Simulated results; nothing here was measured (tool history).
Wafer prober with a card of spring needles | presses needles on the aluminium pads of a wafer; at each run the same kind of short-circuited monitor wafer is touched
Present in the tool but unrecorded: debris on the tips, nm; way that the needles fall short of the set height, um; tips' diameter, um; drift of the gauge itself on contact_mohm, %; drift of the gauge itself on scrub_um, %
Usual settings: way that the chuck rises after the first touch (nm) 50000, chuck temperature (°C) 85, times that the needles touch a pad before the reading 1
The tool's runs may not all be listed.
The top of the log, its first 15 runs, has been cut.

run   hour  way that the chuck rises after the first touch (nm)  chuck temperature (°C)  times that the needles touch a pad before the reading  touches since the tips were cleaned  cleanings since the card got new needles  touches since the first contact's height was set  resistance of one needle with its contact and lead (mohm)  way that a needle slides on the pad (nm)
     181.1  -- tips cleaned on abrasive film
 16  184.8                                                33000                      85                                                      1                                 2259                                        23                                             43150                                                        169                                      7530
     195.1  -- tips cleaned on abrasive film
 17  197.6                                                33000                      85                                                      1                                 1571                                        24                                             51042                                                        166                                      7520
     208.5  -- tips cleaned on abrasive film
 18  210.6                                                33000                      85                                                      1                                 1334                                        25                                             58985                                                        165                                      7500
     221.7  -- tips cleaned on abrasive film
 19  221.7                                                50000                     107                                                      1                                    0                                        26                                             65739                                                        154                                     11340
 20  233.3                                                30000                      39                                                      2                                 7195                                        26                                             72934                                                        162                                      6790
     235.3  -- tips cleaned on abrasive film
     246.6  -- gauge calibrated
 21  246.6                                                33000                      28                                                      1                                 6986                                        27                                             81097                                                        154                                      7630
     248.4  -- height of the first contact set anew
     249.7  -- tips cleaned on abrasive film
 22  256.6                                                60000                      39                                                      3                                 4294                                        28                                              5011                                                        139                                     13870
     263.6  -- tips cleaned on abrasive film
 23  264.2                                                50000                      85                                                      1                                  352                                        29                                              9614                                                        152                                     11540
     276.8  -- tips cleaned on abrasive film
 24  279.9                                                66000                      28                                                      2                                 1904                                        30                                             19237                                                        132                                     15230
     290.1  -- tips cleaned on abrasive film
 25  296.2                                                66000                      28                                                      2                                 3778                                        31                                             29281                                                        133                                     15220
       304  -- tips cleaned on abrasive film
 26  312.5                                                47000                      28                                                      2                                 5238                                        32                                             39260                                                        142                                     10840
     318.4  -- tips cleaned on abrasive film
 27  323.4                                                47000                      28                                                      2                                 3083                                        33                                             45929                                                        138                                     10800
     331.9  -- tips cleaned on abrasive film
 28  336.2                                                59000                      47                                                      3                                 2665                                        34                                             53766                                                        137                                     13560
     345.9  -- tips cleaned on abrasive film
 29  352.4                                                63000                      63                                                      2                                 4032                                        35                                             63696                                                        139                                     14450
     359.8  -- tips cleaned on abrasive film
 30  365.4                                                39000                      71                                                      1                                 3419                                        36                                             71645                                                        155                                      8930
     373.2  -- tips cleaned on abrasive film
 31  373.2                                                56000                      94                                                      1                                   20                                        37                                             76435                                                        149                                     12810
       382  -- height of the first contact set anew
 32  382.7                                                56000                      94                                                      1                                 5660                                        37                                               398                                                        152                                     12820
     387.6  -- tips cleaned on abrasive film
 33  396.5                                                51000                      37                                                      2                                 5522                                        38                                              8902                                                        139                                     11650
     400.8  -- tips cleaned on abrasive film
 34  410.1                                                50000                      81                                                      3                                 5731                                        39                                             17198                                                        153                                     11410

Each row is a separate what-if for the run after 34, all from the same tool condition, not one after another. Results?
     414.5  -- tips cleaned on abrasive film
  A  424.6                                                40000                      85                                                      2                                 6238                                        40                                             26112                                                          ?                                         ?
     414.5  -- tips cleaned on abrasive film
  B  424.6                                                50000                      65                                                      2                                 6238                                        40                                             26112                                                          ?                                         ?
     414.5  -- tips cleaned on abrasive film
  C  424.6                                                38000                      44                                                      3                                 6238                                        40                                             26112                                                          ?                                         ?

run  resistance of one needle with its contact and lead (mohm)  way that a needle slides on the pad (nm)
  A                                                        159                                      9120
  B                                                        146                                     11400
  C                                                        151                                      8670
Stripped of hidden state, with their random variation kept, the same runs would have yielded:
run  resistance of one needle with its contact and lead (mohm)  way that a needle slides on the pad (nm)
  A                                                        159                                      9260
  B                                                        146                                     11580
  C                                                        150                                      8800
